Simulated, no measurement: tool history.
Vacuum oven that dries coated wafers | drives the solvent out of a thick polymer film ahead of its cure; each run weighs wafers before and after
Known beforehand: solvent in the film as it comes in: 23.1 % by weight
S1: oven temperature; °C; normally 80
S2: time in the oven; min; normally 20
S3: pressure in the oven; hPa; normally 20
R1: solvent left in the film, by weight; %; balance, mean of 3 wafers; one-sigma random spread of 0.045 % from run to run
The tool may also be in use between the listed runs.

| run | hour | S1 | S2 | S3 | R1 |
|---|---|---|---|---|---|
| 1 | 0 | 80 | 20 | 20 | 3.16 |
| 2 | 9.8 | 80 | 20 | 20 | 3.15 |
| 3 | 28.1 | 80 | 20 | 20 | 3.26 |
| 4 | 35.8 | 80 | 20 | 20 | 3.2 |
| 5 | 45.8 | 80 | 20 | 20 | 3.15 |
| 6 | 64.5 | 93 | 20 | 20 | 0.49 |
| 7 | 77.7 | 80 | 20 | 20 | 3.18 |
| 8 | 88.6 | 80 | 20 | 20 | 3.22 |
| 9 | 106.3 | 80 | 20 | 20 | 3.1 |
| 10 | 124.3 | 70 | 22 | 14.9 | 7.77 |
| 11 | 134.3 | 70 | 22 | 14.9 | 7.83 |
|  | 137.8 | oven's thermocouples calibrated |
| 12 | 150.6 | 70 | 22 | 14.9 | 8.06 |
|  | 168.7 | oven's thermocouples calibrated, once more |
| 13 | 171.4 | 80 | 25 | 22.1 | 1.92 |
| 14 | 183.9 | 80 | 25 | 22.1 | 1.84 |
| 15 | 191.9 | 71 | 20 | 23.8 | 7.32 |
| 16 | 203 | 93 | 29 | 20 | 0.41 |
| 17 | 218.6 | 82 | 14 | 20 | 3.5 |
| 18 | 237.4 | 80 | 20 | 20 | 2.67 |

Here are 5 independent what-if runs from the current tool condition. What would each one return?
| A | 255 | 72 | 35 | 29.5 | ? |
| B | 255 | 80 | 31 | 20 | ? |
| C | 255 | 74 | 20 | 20 | ? |
| D | 255 | 80 | 21 | 12.1 | ? |
| E | 255 | 72 | 19 | 20 | ? |

| run | R1 |
|---|---|
| A | 3.62 |
| B | 1.22 |
| C | 5.52 |
| D | 2.16 |
| E | 6.94 |
With no hidden state in the tool, these same runs would have given:
| run | R1 |
|---|---|
| A | 3.89 |
| B | 1.33 |
| C | 5.86 |
| D | 2.37 |
| E | 7.3 |
